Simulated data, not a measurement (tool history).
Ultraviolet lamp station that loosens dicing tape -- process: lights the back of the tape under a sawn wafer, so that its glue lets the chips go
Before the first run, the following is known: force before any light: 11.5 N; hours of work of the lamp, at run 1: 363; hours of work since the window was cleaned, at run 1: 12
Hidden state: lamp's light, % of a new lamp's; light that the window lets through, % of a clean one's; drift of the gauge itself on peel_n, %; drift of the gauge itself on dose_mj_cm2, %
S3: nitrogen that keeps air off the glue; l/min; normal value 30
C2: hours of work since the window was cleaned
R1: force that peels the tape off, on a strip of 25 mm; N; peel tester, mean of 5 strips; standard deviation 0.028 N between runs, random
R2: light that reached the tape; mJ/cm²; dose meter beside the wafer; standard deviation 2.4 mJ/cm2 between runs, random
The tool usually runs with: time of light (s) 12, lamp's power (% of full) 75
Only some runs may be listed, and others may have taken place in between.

{"run": 1, "hour": 0.0, "time of light (s)": 12, "lamp's power (% of full)": 75, "S3": 30, "hours of work of the lamp": 363, "C2": 12, "R1": 1.373, "R2": 265}
{"run": 2, "hour": 18.2, "time of light (s)": 12, "lamp's power (% of full)": 75, "S3": 30, "hours of work of the lamp": 376, "C2": 26, "R1": 1.329, "R2": 263}
{"run": 3, "hour": 55.1, "time of light (s)": 12, "lamp's power (% of full)": 75, "S3": 30, "hours of work of the lamp": 402, "C2": 52, "R1": 1.371, "R2": 265}
{"run": 4, "hour": 82.6, "time of light (s)": 12, "lamp's power (% of full)": 75, "S3": 30, "hours of work of the lamp": 422, "C2": 72, "R1": 1.384, "R2": 263}
{"run": 5, "hour": 121.6, "time of light (s)": 12, "lamp's power (% of full)": 75, "S3": 30, "hours of work of the lamp": 451, "C2": 100, "R1": 1.404, "R2": 262}
{"run": 6, "hour": 146.3, "time of light (s)": 12, "lamp's power (% of full)": 75, "S3": 30, "hours of work of the lamp": 468, "C2": 118, "R1": 1.417, "R2": 265}
{"run": 7, "hour": 165.2, "time of light (s)": 12, "lamp's power (% of full)": 75, "S3": 30, "hours of work of the lamp": 482, "C2": 132, "R1": 1.368, "R2": 264}
{"run": 8, "hour": 197.9, "time of light (s)": 12, "lamp's power (% of full)": 75, "S3": 30, "hours of work of the lamp": 506, "C2": 155, "R1": 1.377, "R2": 262}
{"run": 9, "hour": 222.7, "time of light (s)": 12, "lamp's power (% of full)": 75, "S3": 28, "hours of work of the lamp": 524, "C2": 173, "R1": 1.467, "R2": 261}
{"run": 10, "hour": 242.7, "time of light (s)": 12, "lamp's power (% of full)": 75, "S3": 28, "hours of work of the lamp": 538, "C2": 188, "R1": 1.485, "R2": 265}
{"run": 11, "hour": 267.6, "time of light (s)": 12, "lamp's power (% of full)": 75, "S3": 28, "hours of work of the lamp": 556, "C2": 206, "R1": 1.548, "R2": 266}
{"run": 12, "hour": 300.6, "time of light (s)": 12, "lamp's power (% of full)": 72, "S3": 30, "hours of work of the lamp": 580, "C2": 230, "R1": 1.541, "R2": 254}
{"run": 13, "hour": 342.2, "time of light (s)": 12, "lamp's power (% of full)": 100, "S3": 30, "hours of work of the lamp": 610, "C2": 260, "R1": 0.702, "R2": 352}
{"hour": 368.9, "done": "window cleaned of glue's vapour"}
{"run": 14, "hour": 373.1, "time of light (s)": 12, "lamp's power (% of full)": 100, "S3": 30, "hours of work of the lamp": 632, "C2": 3, "R1": 0.699, "R2": 354}
{"run": 15, "hour": 403.7, "time of light (s)": 12, "lamp's power (% of full)": 100, "S3": 30, "hours of work of the lamp": 654, "C2": 25, "R1": 0.704, "R2": 351}
{"run": 16, "hour": 424.6, "time of light (s)": 11, "lamp's power (% of full)": 75, "S3": 27, "hours of work of the lamp": 669, "C2": 40, "R1": 1.773, "R2": 242}
{"run": 17, "hour": 459.8, "time of light (s)": 11, "lamp's power (% of full)": 75, "S3": 27, "hours of work of the lamp": 694, "C2": 66, "R1": 1.743, "R2": 241}
{"run": 18, "hour": 499.4, "time of light (s)": 11, "lamp's power (% of full)": 75, "S3": 27, "hours of work of the lamp": 723, "C2": 94, "R1": 1.783, "R2": 242}
{"run": 19, "hour": 528.3, "time of light (s)": 11, "lamp's power (% of full)": 85, "S3": 27, "hours of work of the lamp": 744, "C2": 115, "R1": 1.409, "R2": 271}
{"run": 20, "hour": 549.1, "time of light (s)": 11, "lamp's power (% of full)": 77, "S3": 13, "hours of work of the lamp": 759, "C2": 130, "R1": 2.707, "R2": 247}
{"run": 21, "hour": 575.5, "time of light (s)": 11, "lamp's power (% of full)": 77, "S3": 13, "hours of work of the lamp": 778, "C2": 149, "R1": 2.753, "R2": 251}
{"run": 22, "hour": 599.7, "time of light (s)": 7, "lamp's power (% of full)": 75, "S3": 12, "hours of work of the lamp": 796, "C2": 167, "R1": 4.932, "R2": 153}
{"run": 23, "hour": 636.2, "time of light (s)": 20, "lamp's power (% of full)": 75, "S3": 10, "hours of work of the lamp": 822, "C2": 193, "R1": 1.233, "R2": 440}
{"run": 24, "hour": 670.7, "time of light (s)": 20, "lamp's power (% of full)": 65, "S3": 10, "hours of work of the lamp": 847, "C2": 218, "R1": 1.629, "R2": 380}
{"run": 25, "hour": 691.4, "time of light (s)": 20, "lamp's power (% of full)": 65, "S3": 10, "hours of work of the lamp": 862, "C2": 233, "R1": 1.647, "R2": 382}
{"run": 26, "hour": 714.8, "time of light (s)": 20, "lamp's power (% of full)": 93, "S3": 12, "hours of work of the lamp": 879, "C2": 250, "R1": 0.607, "R2": 549}
{"run": 27, "hour": 734.4, "time of light (s)": 10, "lamp's power (% of full)": 86, "S3": 11, "hours of work of the lamp": 893, "C2": 264, "R1": 3.038, "R2": 257}

5 options for the next run, each taken on its own from the tool as it stands now. Forecast them:
{"run": "A", "hour": 753.9, "time of light (s)": 10, "lamp's power (% of full)": 83, "S3": 11, "hours of work of the lamp": 907, "C2": 278, "R1": "?", "R2": "?"}
{"run": "B", "hour": 753.9, "time of light (s)": 12, "lamp's power (% of full)": 75, "S3": 14, "hours of work of the lamp": 907, "C2": 278, "R1": "?", "R2": "?"}
{"run": "C", "hour": 753.9, "time of light (s)": 10, "lamp's power (% of full)": 70, "S3": 55, "hours of work of the lamp": 907, "C2": 278, "R1": "?", "R2": "?"}
{"run": "D", "hour": 753.9, "time of light (s)": 13, "lamp's power (% of full)": 98, "S3": 54, "hours of work of the lamp": 907, "C2": 278, "R1": "?", "R2": "?"}
{"run": "E", "hour": 753.9, "time of light (s)": 12, "lamp's power (% of full)": 69, "S3": 30, "hours of work of the lamp": 907, "C2": 278, "R1": "?", "R2": "?"}

run=A R1=3.191 R2=243
run=B R1=2.456 R2=265
run=C R1=1.518 R2=200
run=D R1=0.322 R2=378
run=E R1=1.604 R2=243
With the hidden condition removed and each run's random variation left untouched, the same runs would have given:
run=A R1=3.184 R2=243
run=B R1=2.45 R2=266
run=C R1=1.513 R2=200
run=D R1=0.32 R2=379
run=E R1=1.599 R2=244

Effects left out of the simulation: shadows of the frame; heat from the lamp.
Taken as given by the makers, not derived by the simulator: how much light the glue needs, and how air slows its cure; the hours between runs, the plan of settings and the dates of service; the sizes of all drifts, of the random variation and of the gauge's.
